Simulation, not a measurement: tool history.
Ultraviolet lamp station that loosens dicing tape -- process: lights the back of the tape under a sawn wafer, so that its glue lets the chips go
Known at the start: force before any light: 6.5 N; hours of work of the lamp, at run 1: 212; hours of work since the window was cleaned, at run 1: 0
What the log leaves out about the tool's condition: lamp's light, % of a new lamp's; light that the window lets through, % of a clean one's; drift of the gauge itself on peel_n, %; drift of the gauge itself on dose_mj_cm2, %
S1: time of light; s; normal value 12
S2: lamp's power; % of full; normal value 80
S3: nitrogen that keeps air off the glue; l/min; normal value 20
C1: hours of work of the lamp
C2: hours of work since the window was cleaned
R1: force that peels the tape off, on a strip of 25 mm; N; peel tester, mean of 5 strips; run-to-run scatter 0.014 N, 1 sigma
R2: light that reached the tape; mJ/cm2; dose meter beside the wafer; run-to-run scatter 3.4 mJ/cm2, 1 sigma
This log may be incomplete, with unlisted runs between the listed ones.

run 1 hour=0.0 | S1=12 S2=80 S3=20 | C1=212 C2=0 | R1=0.650 R2=560
run 2 hour=91.4 | S1=12 S2=80 S3=20 | C1=274 C2=62 | R1=0.660 R2=558
run 3 hour=139.9 | S1=12 S2=80 S3=20 | C1=308 C2=96 | R1=0.657 R2=555
run 4 hour=199.4 | S1=17 S2=80 S3=20 | C1=348 C2=136 | R1=0.339 R2=785
run 5 hour=261.1 | S1=17 S2=80 S3=20 | C1=390 C2=178 | R1=0.345 R2=786
run 6 hour=359.8 | S1=12 S2=78 S3=20 | C1=458 C2=246 | R1=0.664 R2=547
-- hour=380.1 window cleaned of glue's vapour
run 7 hour=439.2 | S1=12 S2=78 S3=20 | C1=512 C2=40 | R1=0.694 R2=544
run 8 hour=538.0 | S1=12 S2=78 S3=20 | C1=579 C2=108 | R1=0.693 R2=543
run 9 hour=637.0 | S1=12 S2=80 S3=20 | C1=647 C2=175 | R1=0.649 R2=553
run 10 hour=677.7 | S1=12 S2=80 S3=16 | C1=674 C2=203 | R1=0.698 R2=550
run 11 hour=726.8 | S1=12 S2=80 S3=20 | C1=708 C2=237 | R1=0.654 R2=558
-- hour=758.7 window cleaned of glue's vapour
run 12 hour=817.2 | S1=12 S2=80 S3=20 | C1=769 C2=40 | R1=0.663 R2=551
run 13 hour=895.2 | S1=12 S2=80 S3=20 | C1=823 C2=93 | R1=0.642 R2=558
run 14 hour=959.3 | S1=12 S2=80 S3=20 | C1=866 C2=137 | R1=0.671 R2=558
run 15 hour=1044.2 | S1=12 S2=76 S3=20 | C1=924 C2=195 | R1=0.702 R2=528
run 16 hour=1128.0 | S1=12 S2=76 S3=20 | C1=982 C2=252 | R1=0.701 R2=532
-- hour=1135.0 window cleaned of glue's vapour
run 17 hour=1189.8 | S1=12 S2=76 S3=20 | C1=1023 C2=37 | R1=0.736 R2=531
run 18 hour=1287.5 | S1=12 S2=76 S3=20 | C1=1090 C2=104 | R1=0.715 R2=526
-- hour=1317.1 lamp changed
run 19 hour=1337.6 | S1=12 S2=76 S3=20 | C1=14 C2=138 | R1=0.709 R2=536
run 20 hour=1436.4 | S1=12 S2=80 S3=20 | C1=81 C2=205 | R1=0.655 R2=550
-- hour=1514.9 window cleaned of glue's vapour
run 21 hour=1522.9 | S1=13 S2=80 S3=20 | C1=140 C2=5 | R1=0.529 R2=601
run 22 hour=1592.4 | S1=7 S2=77 S3=10 | C1=188 C2=53 | R1=2.025 R2=313
run 23 hour=1675.9 | S1=7 S2=77 S3=10 | C1=245 C2=110 | R1=1.987 R2=315
run 24 hour=1764.4 | S1=7 S2=77 S3=10 | C1=305 C2=170 | R1=2.021 R2=315
run 25 hour=1820.1 | S1=13 S2=80 S3=20 | C1=343 C2=208 | R1=0.566 R2=603
run 26 hour=1866.8 | S1=10 S2=80 S3=25 | C1=375 C2=240 | R1=0.840 R2=466
-- hour=1891.7 window cleaned of glue's vapour
run 27 hour=1924.9 | S1=10 S2=99 S3=25 | C1=414 C2=23 | R1=0.570 R2=577
run 28 hour=2008.4 | S1=10 S2=99 S3=25 | C1=471 C2=80 | R1=0.553 R2=577
run 29 hour=2103.4 | S1=14 S2=99 S3=25 | C1=536 C2=145 | R1=0.306 R2=805
run 30 hour=2168.4 | S1=7 S2=75 S3=38 | C1=581 C2=189 | R1=1.458 R2=306
run 31 hour=2209.8 | S1=7 S2=95 S3=23 | C1=609 C2=217 | R1=1.231 R2=383
run 32 hour=2253.3 | S1=8 S2=61 S3=11 | C1=639 C2=247 | R1=2.180 R2=287
-- hour=2268.7 window cleaned of glue's vapour
run 33 hour=2341.9 | S1=11 S2=84 S3=18 | C1=699 C2=50 | R1=0.756 R2=531
run 34 hour=2432.8 | S1=11 S2=84 S3=18 | C1=761 C2=112 | R1=0.715 R2=536
run 35 hour=2499.3 | S1=10 S2=80 S3=20 | C1=806 C2=158 | R1=0.883 R2=459
run 36 hour=2578.9 | S1=10 S2=80 S3=20 | C1=861 C2=212 | R1=0.908 R2=467
run 37 hour=2627.9 | S1=10 S2=80 S3=20 | C1=894 C2=245 | R1=0.886 R2=466
-- hour=2645.5 window cleaned of glue's vapour
run 38 hour=2726.9 | S1=10 S2=80 S3=20 | C1=961 C2=56 | R1=0.897 R2=467
run 39 hour=2778.8 | S1=23 S2=95 S3=20 | C1=997 C2=91 | R1=0.203 R2=1257
run 40 hour=2875.5 | S1=12 S2=80 S3=11 | C1=1063 C2=157 | R1=0.841 R2=563
run 41 hour=2937.3 | S1=12 S2=71 S3=20 | C1=1105 C2=199 | R1=0.817 R2=494
-- hour=2943.2 lamp changed
run 42 hour=3000.6 | S1=20 S2=71 S3=23 | C1=39 C2=242 | R1=0.318 R2=821

Entry by entry between the runs, the difference in hidden state between the last listed run before and the first listed run after:
Runs 6 to 7: window cleaned of glue's vapour (hour 380.1)
  light that the window lets through, % of a clean one's: 99.9 -> 100
  what was measured, less what the result would be without the hidden state, R2: -1 -> -1 mJ/cm2
Runs 11 to 12: window cleaned of glue's vapour (hour 758.7)
  light that the window lets through, % of a clean one's: 99.9 -> 100
  what was measured, less what the result would be without the hidden state, R2: -1 -> -2 mJ/cm2
Runs 16 to 17: window cleaned of glue's vapour (hour 1135.0)
  light that the window lets through, % of a clean one's: 99.9 -> 100
  what was measured, less what the result would be without the hidden state, R2: -2 -> -1 mJ/cm2
Runs 18 to 19: lamp changed (hour 1317.1)
  lamp's light, % of a new lamp's: 99.7 -> 100
  what was measured, less what the result would be without the hidden state, R2: -1 -> +0 mJ/cm2
Runs 20 to 21: window cleaned of glue's vapour (hour 1514.9)
  lamp's light, % of a new lamp's: 100 -> 99.9
  what was measured, less what the result would be without the hidden state, R2: +0 -> -1 mJ/cm2
Runs 26 to 27: window cleaned of glue's vapour (hour 1891.7)
  light that the window lets through, % of a clean one's: 99.9 -> 100
  what was measured, less what the result would be without the hidden state, R2: -1 -> -1 mJ/cm2
Runs 32 to 33: window cleaned of glue's vapour (hour 2268.7)
  light that the window lets through, % of a clean one's: 99.9 -> 100
  what was measured, less what the result would be without the hidden state, R2: -1 -> -1 mJ/cm2
Runs 37 to 38: window cleaned of glue's vapour (hour 2645.5)
  lamp's light, % of a new lamp's: 99.8 -> 99.7; light that the window lets through, % of a clean one's: 99.9 -> 100
  what was measured, less what the result would be without the hidden state, R2: -1 -> -1 mJ/cm2
Runs 41 to 42: lamp changed (hour 2943.2)
  lamp's light, % of a new lamp's: 99.7 -> 100; light that the window lets through, % of a clean one's: 100 -> 99.9
  what was measured, less what the result would be without the hidden state, R2: -2 -> -1 mJ/cm2
